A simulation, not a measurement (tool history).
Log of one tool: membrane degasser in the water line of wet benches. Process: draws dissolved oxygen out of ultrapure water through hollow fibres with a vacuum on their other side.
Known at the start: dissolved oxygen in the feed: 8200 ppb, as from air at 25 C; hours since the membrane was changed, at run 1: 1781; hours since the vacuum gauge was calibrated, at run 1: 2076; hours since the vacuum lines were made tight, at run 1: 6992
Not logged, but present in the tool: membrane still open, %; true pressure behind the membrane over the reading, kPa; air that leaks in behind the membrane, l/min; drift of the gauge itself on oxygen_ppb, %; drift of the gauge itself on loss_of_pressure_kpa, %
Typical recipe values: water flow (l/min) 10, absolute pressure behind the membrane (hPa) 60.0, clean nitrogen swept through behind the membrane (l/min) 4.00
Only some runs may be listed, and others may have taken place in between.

run    hour  water flow (l/min)  absolute pressure behind the membrane (hPa)  clean nitrogen swept through behind the membrane (l/min)  hours since the membrane was changed  hours since the vacuum gauge was calibrated  hours since the vacuum lines were made tight  dissolved oxygen in the water behind the degasser (ppb)  pressure that the water loses in the fibres (hPa)
  1     0.0                  10                                         60.0                                                      4.00                                  1781                                         2076                                          6992                                                     42.9                                              467.1
  2    60.5                  10                                         60.0                                                      4.00                                  1841                                         2136                                          7052                                                     43.2                                              468.9
  3    96.8                  10                                         60.0                                                      4.00                                  1878                                         2172                                          7089                                                     43.0                                              466.0
  4   170.5                  10                                         85.4                                                      4.00                                  1951                                         2246                                          7162                                                     60.0                                              472.6
  5   200.8                  10                                         60.0                                                      4.00                                  1982                                         2276                                          7193                                                     43.3                                              470.5
  6   242.0                  10                                         60.0                                                      4.00                                  2023                                         2318                                          7234                                                     43.4                                              466.1
  7   288.8                  10                                         60.0                                                      4.00                                  2070                                         2364                                          7281                                                     43.2                                              471.8
  8   347.5                  10                                         60.0                                                      4.00                                  2128                                         2423                                          7339                                                     43.4                                              469.7
  9   385.2                  10                                         60.0                                                      2.63                                  2166                                         2461                                          7377                                                     53.6                                              471.3
 10   417.7                  10                                         60.0                                                      2.63                                  2199                                         2493                                          7409                                                     52.2                                              470.7
 11   459.5                  10                                         60.0                                                      2.63                                  2240                                         2535                                          7451                                                     54.1                                              470.7
 12   528.3                  10                                         60.0                                                      2.63                                  2309                                         2604                                          7520                                                     53.6                                              469.2
 13   595.3                   7                                         71.1                                                      7.60                                  2376                                         2671                                          7587                                                     13.5                                              329.8
 14   666.5                   7                                         71.1                                                      7.60                                  2447                                         2742                                          7658                                                     13.0                                              331.7
 15   723.7                   7                                         71.1                                                      7.60                                  2505                                         2799                                          7715                                                     13.2                                              330.7
 16   757.2                   7                                         71.1                                                      7.60                                  2538                                         2833                                          7749                                                     13.4                                              330.2
 17   806.2                  14                                        128.0                                                     10.14                                  2587                                         2882                                          7798                                                    140.3                                              659.2
 18   871.4                  14                                        128.0                                                     10.14                                  2652                                         2947                                          7863                                                    140.1                                              660.4
 19   928.4                  14                                         39.4                                                      4.00                                  2709                                         3004                                          7920                                                    117.2                                              661.7
 20   989.8                  14                                         47.2                                                      4.00                                  2771                                         3065                                          7982                                                    123.8                                              663.2
 21  1040.7                  16                                         60.0                                                      4.00                                  2822                                         3116                                          8032                                                    201.5                                              759.3
 22  1090.4                  16                                         60.0                                                      4.00                                  2871                                         3166                                          8082                                                    202.6                                              755.0
 23  1155.8                   9                                         60.0                                                      4.00                                  2937                                         3231                                          8148                                                     32.4                                              424.2
 24  1197.4                   7                                         57.9                                                     11.87                                  2978                                         3273                                          8189                                                      7.9                                              333.2

Alternative continuations, all from the tool just after run 24; predict every row:
  A  1249.9                  13                                         66.6                                                      2.65                                  3031                                         3326                                          8242                                                        ?                                                  ?
  B  1249.9                  13                                        147.3                                                      3.46                                  3031                                         3326                                          8242                                                        ?                                                  ?
  C  1249.9                  10                                         90.7                                                      4.00                                  3031                                         3326                                          8242                                                        ?                                                  ?
  D  1249.9                   7                                         57.9                                                      2.37                                  3031                                         3326                                          8242                                                        ?                                                  ?

run  dissolved oxygen in the water behind the degasser (ppb)  pressure that the water loses in the fibres (hPa)
  A                                                    126.6                                              613.2
  B                                                    189.4                                              613.3
  C                                                     65.1                                              477.0
  D                                                     25.4                                              327.7
Had the tool no hidden state, the same runs would have come out as:
run  dissolved oxygen in the water behind the degasser (ppb)  pressure that the water loses in the fibres (hPa)
  A                                                    113.9                                              597.2
  B                                                    174.9                                              597.3
  C                                                     58.6                                              464.7
  D                                                     22.3                                              319.1
